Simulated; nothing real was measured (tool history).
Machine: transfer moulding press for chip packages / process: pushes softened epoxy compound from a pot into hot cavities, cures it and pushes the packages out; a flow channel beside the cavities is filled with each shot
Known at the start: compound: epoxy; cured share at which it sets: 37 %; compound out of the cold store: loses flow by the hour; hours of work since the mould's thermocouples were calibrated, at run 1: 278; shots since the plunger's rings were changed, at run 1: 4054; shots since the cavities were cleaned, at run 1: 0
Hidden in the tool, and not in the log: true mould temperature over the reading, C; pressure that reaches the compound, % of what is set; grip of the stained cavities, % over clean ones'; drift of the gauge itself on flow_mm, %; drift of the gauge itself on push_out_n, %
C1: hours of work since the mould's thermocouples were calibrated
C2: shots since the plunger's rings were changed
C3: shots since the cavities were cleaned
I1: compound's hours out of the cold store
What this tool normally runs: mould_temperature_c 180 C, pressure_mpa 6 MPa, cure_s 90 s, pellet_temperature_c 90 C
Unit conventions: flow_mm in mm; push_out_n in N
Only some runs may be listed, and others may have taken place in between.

Run 1, hour 0: usual settings; C1 278; C2 4054; C3 0; I1 15.2. Result: flow_mm 585 mm, push_out_n 495 N.
At hour 57.8: cavities cleaned with cleaning compound and waxed.
Run 2, hour 62.2: usual settings; C1 321; C2 4963; C3 67; I1 28. Result: flow_mm 559 mm, push_out_n 527 N.
At hour 113.2: cavities cleaned with cleaning compound and waxed.
Run 3, hour 116.6: usual settings; C1 358; C2 5754; C3 51; I1 14.5. Result: flow_mm 571 mm, push_out_n 562 N.
At hour 168.4: cavities cleaned with cleaning compound and waxed.
Run 4, hour 171.1: usual settings but pressure_mpa 4.53 MPa; C1 396; C2 6548; C3 41; I1 24.8. Result: flow_mm 474 mm, push_out_n 520 N.
At hour 198.8: plunger's sealing rings changed.
At hour 227.8: cavities cleaned with cleaning compound and waxed.
Run 5, hour 237.9: usual settings; C1 440; C2 563; C3 150; I1 17.3. Result: flow_mm 620 mm, push_out_n 591 N.
At hour 288.5: cavities cleaned with cleaning compound and waxed.
Run 6, hour 309.7: usual settings; C1 489; C2 1615; C3 316; I1 31.2. Result: flow_mm 588 mm, push_out_n 652 N.
At hour 345.3: cavities cleaned with cleaning compound and waxed.
Run 7, hour 365.3: usual settings; C1 527; C2 2426; C3 299; I1 10. Result: flow_mm 613 mm, push_out_n 675 N.
At hour 404.7: cavities cleaned with cleaning compound and waxed.
Run 8, hour 405.1: usual settings but pressure_mpa 6.45 MPa; C1 554; C2 2999; C3 6; I1 23.8. Result: flow_mm 605 mm, push_out_n 497 N.
At hour 459.8: cavities cleaned with cleaning compound and waxed.
Run 9, hour 466.8: usual settings; C1 596; C2 3900; C3 105; I1 42.9. Result: flow_mm 550 mm, push_out_n 543 N.
At hour 519.6: cavities cleaned with cleaning compound and waxed.
Run 10, hour 543: usual settings; C1 649; C2 5017; C3 349; I1 14.7. Result: flow_mm 573 mm, push_out_n 729 N.
At hour 579.3: cavities cleaned with cleaning compound and waxed.
Run 11, hour 588.3: usual settings; C1 680; C2 5674; C3 134; I1 36.8. Result: flow_mm 537 mm, push_out_n 586 N.
At hour 637: cavities cleaned with cleaning compound and waxed.
Run 12, hour 669: usual settings but pellet_temperature_c 83 C; C1 735; C2 6859; C3 479; I1 11.7. Result: flow_mm 556 mm, push_out_n 781 N.
At hour 676.5: plunger's sealing rings changed.
At hour 699.2: cavities cleaned with cleaning compound and waxed.
Run 13, hour 739.5: usual settings but cure_s 82 s; C1 782; C2 921; C3 604; I1 17.7. Result: flow_mm 615 mm, push_out_n 983 N.
At hour 753.9: cavities cleaned with cleaning compound and waxed.
Run 14, hour 779.3: usual settings but cure_s 82 s; C1 809; C2 1493; C3 380; I1 14.8. Result: flow_mm 615 mm, push_out_n 900 N.
At hour 812.6: cavities cleaned with cleaning compound and waxed.
Run 15, hour 820.9: usual settings but cure_s 82 s; C1 837; C2 2094; C3 124; I1 13. Result: flow_mm 603 mm, push_out_n 736 N.
At hour 872.6: cavities cleaned with cleaning compound and waxed.
Run 16, hour 874.3: usual settings but pressure_mpa 4.66 MPa, cure_s 82 s; C1 873; C2 2871; C3 25; I1 19.6. Result: flow_mm 524 mm, push_out_n 628 N.
At hour 893.1: mould's thermocouples calibrated.
At hour 934: cavities cleaned with cleaning compound and waxed.
Run 17, hour 951.6: usual settings but pressure_mpa 4.66 MPa, cure_s 82 s; C1 40; C2 3976; C3 264; I1 11.2. Result: flow_mm 524 mm, push_out_n 792 N.
At hour 994.8: cavities cleaned with cleaning compound and waxed.
Run 18, hour 1008.9: usual settings but pressure_mpa 4.66 MPa, cure_s 82 s; C1 79; C2 4810; C3 210; I1 16.4. Result: flow_mm 508 mm, push_out_n 701 N.
At hour 1053.2: cavities cleaned with cleaning compound and waxed.
Run 19, hour 1066.7: usual settings but pressure_mpa 4.66 MPa, cure_s 82 s; C1 119; C2 5654; C3 203; I1 29.5. Result: flow_mm 488 mm, push_out_n 710 N.
At hour 1109.2: cavities cleaned with cleaning compound and waxed.
Run 20, hour 1124.5: usual settings but mould_temperature_c 176 C, pressure_mpa 5.95 MPa, cure_s 101 s, pellet_temperature_c 98 C; C1 158; C2 6496; C3 229; I1 44.9. Result: flow_mm 535 mm, push_out_n 566 N.
At hour 1155.3: plunger's sealing rings changed.
At hour 1167.1: cavities cleaned with cleaning compound and waxed.
Run 21, hour 1212.5: usual settings but mould_temperature_c 181 C, pressure_mpa 5.12 MPa; C1 217; C2 834; C3 681; I1 46.4. Result: flow_mm 527 mm, push_out_n 692 N.
At hour 1221.7: cavities cleaned with cleaning compound and waxed.
Run 22, hour 1250.4: usual settings but mould_temperature_c 181 C, pressure_mpa 5.12 MPa; C1 243; C2 1378; C3 430; I1 38.5. Result: flow_mm 539 mm, push_out_n 665 N.
At hour 1279.2: cavities cleaned with cleaning compound and waxed.
Run 23, hour 1300.5: usual settings but mould_temperature_c 181 C, pressure_mpa 5.12 MPa, pellet_temperature_c 83 C; C1 277; C2 2106; C3 319; I1 17.7. Result: flow_mm 558 mm, push_out_n 617 N.
At hour 1339.2: cavities cleaned with cleaning compound and waxed.
Run 24, hour 1347.3: usual settings but mould_temperature_c 187 C, pressure_mpa 5.12 MPa, cure_s 93 s, pellet_temperature_c 99 C; C1 309; C2 2784; C3 121; I1 22.1. Result: flow_mm 533 mm, push_out_n 441 N.
Run 25, hour 1390.1: usual settings but mould_temperature_c 188 C, pressure_mpa 5.12 MPa, cure_s 93 s, pellet_temperature_c 99 C; C1 339; C2 3424; C3 761; I1 17.4. Result: flow_mm 537 mm, push_out_n 594 N.

Forecast each of these 4 alternatives for the next run:
At hour 1396.1: cavities cleaned with cleaning compound and waxed.
At hour 1452.5: cavities cleaned with cleaning compound and waxed.
Run A, hour 1473: usual settings but mould_temperature_c 188 C, pressure_mpa 4.83 MPa, cure_s 93 s, pellet_temperature_c 99 C; C1 395; C2 4620; C3 307; I1 43.8. Result: flow_mm ?, push_out_n ?.
At hour 1396.1: cavities cleaned with cleaning compound and waxed.
At hour 1452.5: cavities cleaned with cleaning compound and waxed.
Run B, hour 1473: usual settings but mould_temperature_c 185 C, pressure_mpa 5.12 MPa, cure_s 93 s, pellet_temperature_c 85 C; C1 395; C2 4620; C3 307; I1 37.6. Result: flow_mm ?, push_out_n ?.
At hour 1396.1: cavities cleaned with cleaning compound and waxed.
At hour 1452.5: cavities cleaned with cleaning compound and waxed.
Run C, hour 1473: usual settings but mould_temperature_c 183 C, pressure_mpa 5.11 MPa, cure_s 77 s; C1 395; C2 4620; C3 307; I1 24.2. Result: flow_mm ?, push_out_n ?.
At hour 1396.1: cavities cleaned with cleaning compound and waxed.
At hour 1452.5: cavities cleaned with cleaning compound and waxed.
Run D, hour 1473: usual settings but mould_temperature_c 179 C, pressure_mpa 5.85 MPa, cure_s 103 s; C1 395; C2 4620; C3 307; I1 30.9. Result: flow_mm ?, push_out_n ?.

run  flow_mm  push_out_n
  A      478         500
  B      506         525
  C      517         771
  D      556         558
Without the tool's unlogged condition, the same runs would have read:
run  flow_mm  push_out_n
  A      518         358
  B      548         376
  C      561         557
  D      602         399

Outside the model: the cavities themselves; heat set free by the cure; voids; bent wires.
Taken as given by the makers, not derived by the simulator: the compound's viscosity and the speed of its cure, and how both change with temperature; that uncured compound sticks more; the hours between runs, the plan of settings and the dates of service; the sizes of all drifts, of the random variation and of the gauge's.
